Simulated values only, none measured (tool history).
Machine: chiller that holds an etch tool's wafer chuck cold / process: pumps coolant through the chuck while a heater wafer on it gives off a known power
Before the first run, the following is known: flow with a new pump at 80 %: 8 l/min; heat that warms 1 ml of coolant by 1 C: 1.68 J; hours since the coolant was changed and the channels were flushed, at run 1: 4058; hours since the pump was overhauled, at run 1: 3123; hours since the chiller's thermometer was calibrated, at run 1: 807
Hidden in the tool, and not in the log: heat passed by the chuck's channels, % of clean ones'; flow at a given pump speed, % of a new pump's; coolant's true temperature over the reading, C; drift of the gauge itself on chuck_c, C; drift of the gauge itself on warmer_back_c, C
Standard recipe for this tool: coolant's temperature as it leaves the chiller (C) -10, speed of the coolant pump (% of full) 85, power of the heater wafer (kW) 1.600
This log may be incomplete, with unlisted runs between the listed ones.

run	hour	coolant's temperature as it leaves the chiller (C)	speed of the coolant pump (% of full)	power of the heater wafer (kW)	hours since the coolant was changed and the channels were flushed	hours since the pump was overhauled	hours since the chiller's thermometer was calibrated	chuck's temperature once it has settled (C)	how much warmer the coolant comes back (C)
1	0.0	-10	85	1.600	4058	3123	807	2.9	6.85
2	213.2	-10	85	1.600	4272	3336	1020	2.9	6.89
3	310.9	-10	85	1.600	4369	3434	1118	3.2	6.84
4	518.1	-10	85	1.600	4576	3641	1325	3.0	6.91
5	673.0	-10	68	1.600	4731	3796	1480	5.9	8.56
6	807.5	-10	68	1.600	4866	3931	1615	6.0	8.55
7	997.8	-10	68	1.185	5056	4121	1805	2.1	6.32
8	1157.6	-10	85	1.600	5216	4281	1965	3.4	6.87
9	1299.5	-10	85	1.600	5358	4423	2107	3.5	6.95
10	1492.6	-10	85	1.600	5551	4616	2300	3.4	6.97
11	1654.9	-10	85	1.600	5713	4778	2462	3.5	6.90
12	1805.5	-7	85	1.281	5864	4929	2613	3.9	5.56
13	2030.1	-9	73	1.281	6089	5153	2837	3.6	6.53
14	2207.9	-9	73	1.281	6266	5331	3015	3.5	6.53
15	2356.9	-9	73	1.281	6415	5480	3164	3.5	6.52
16	2475.5	-19	76	1.600	6534	5599	3282	-3.4	7.78
17	2704.4	0	76	0.992	6763	5828	3511	9.5	4.88
18	2814.0	-10	99	1.134	6872	5937	3621	-1.1	4.25
# hour 2867.1: chiller's thermometer calibrated
19	3045.0	-2	68	1.600	7102	6167	178	15.5	8.78
20	3273.8	-10	99	1.476	7331	6396	407	1.7	5.58
21	3478.4	-10	99	0.983	7536	6601	611	-2.1	3.73
22	3661.8	-6	67	1.436	7719	6784	795	10.2	7.98

Branching from run 22: 4 alternative next runs. What would each branch give?
A	3808.6	-15	76	1.767	7866	6931	942	?	?
B	3808.6	-6	67	1.486	7866	6931	942	?	?
C	3808.6	-6	67	1.475	7866	6931	942	?	?
D	3808.6	-8	78	1.395	7866	6931	942	?	?

run	chuck's temperature once it has settled (C)	how much warmer the coolant comes back (C)
A	3.0	8.72
B	11.2	8.28
C	10.7	8.26
D	5.9	6.69
Stripped of hidden state, with their random variation kept, the same runs would have yielded:
run	chuck's temperature once it has settled (C)	how much warmer the coolant comes back (C)
A	-1.1	8.31
B	7.3	7.89
C	6.9	7.88
D	2.7	6.38

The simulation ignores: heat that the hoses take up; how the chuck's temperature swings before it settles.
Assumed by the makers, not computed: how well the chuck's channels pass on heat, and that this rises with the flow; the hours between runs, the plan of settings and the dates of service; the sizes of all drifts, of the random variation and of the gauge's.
